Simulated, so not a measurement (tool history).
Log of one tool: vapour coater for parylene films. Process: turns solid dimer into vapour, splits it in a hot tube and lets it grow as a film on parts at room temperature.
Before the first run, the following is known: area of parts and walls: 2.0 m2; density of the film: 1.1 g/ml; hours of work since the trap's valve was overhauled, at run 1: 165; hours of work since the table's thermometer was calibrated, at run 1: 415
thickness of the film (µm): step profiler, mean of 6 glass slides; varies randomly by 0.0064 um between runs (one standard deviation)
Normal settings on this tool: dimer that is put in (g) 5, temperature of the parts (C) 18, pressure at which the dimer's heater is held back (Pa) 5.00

run,day,dimer that is put in (g),temperature of the parts (C),pressure at which the dimer's heater is held back (Pa),hours of work since the trap's valve was overhauled,hours of work since the table's thermometer was calibrated,thickness of the film (µm)
1,0.000,5,18,5.00,165,415,1.271
2,0.817,3,18,5.00,177,428,0.767
3,1.500,3,18,5.00,188,438,0.763
4,2.767,5,18,5.00,208,458,1.267
5,3.875,5,18,5.00,226,476,1.264
6,4.488,5,18,5.00,235,485,1.261
7,5.212,5,18,5.00,247,497,1.247
8,5.896,5,18,5.00,257,507,1.255
9,7.017,5,18,5.00,275,525,1.246
10,8.129,5,18,5.00,292,543,1.260
11,8.971,5,18,5.00,306,556,1.249
12,9.754,5,18,5.00,318,568,1.244
13,10.729,5,18,5.00,333,584,1.257
14,11.971,5,18,5.00,353,603,1.240
15,13.317,5,19,5.00,374,624,1.214
16,14.562,5,18,5.00,394,644,1.236
17,15.792,5,18,5.00,413,663,1.228
# day 16.029: trap's valve overhauled
18,17.292,5,18,8.08,20,684,1.056
19,18.346,5,18,8.08,36,701,1.057
# day 18.808: trap's valve overhauled, once more
20,19.875,5,18,8.08,17,722,1.160
21,20.871,5,18,8.08,32,738,1.151
22,21.642,5,18,8.08,45,750,1.152
23,22.950,5,18,8.08,65,771,1.141
24,23.671,5,18,8.08,77,782,1.151
25,24.446,5,18,8.08,89,794,1.145
26,25.542,5,18,8.72,106,811,1.126
27,26.217,5,18,8.72,117,822,1.122
28,27.512,5,16,8.72,137,842,1.172
29,28.625,2,20,3.16,154,860,0.551
30,29.312,4,26,5.00,165,871,0.871
31,29.942,4,21,6.02,175,881,0.923
32,31.254,4,12,5.95,196,901,1.097
33,32.004,5,14,5.00,208,913,1.363
34,32.796,7,14,4.07,220,926,2.007
35,33.350,3,15,3.76,229,934,0.880
36,34.475,3,19,3.76,247,952,0.804
37,35.225,5,22,3.99,258,964,1.234
38,35.871,4,13,6.05,268,974,1.059
39,37.042,4,13,6.05,287,992,1.065
40,38.346,4,13,6.05,307,1013,1.054
41,38.896,4,19,3.16,316,1022,1.109
42,40.238,4,19,3.16,337,1043,1.106
43,41.029,4,19,3.16,350,1055,1.092
44,42.300,9,29,4.66,370,1075,1.873
45,43.183,5,16,5.00,384,1089,1.289
46,44.175,6,17,6.39,399,1105,1.430

Alternative continuations, all from the tool just after run 46; predict every row:
A,45.325,5,18,3.34,417,1123,?
B,45.325,3,18,9.00,417,1123,?
C,45.325,5,16,5.79,417,1123,?

run,thickness of the film (µm)
A,1.368
B,0.638
C,1.243
Without the tool's unlogged condition, the same runs would have read:
run,thickness of the film (µm)
A,1.431
B,0.668
C,1.301
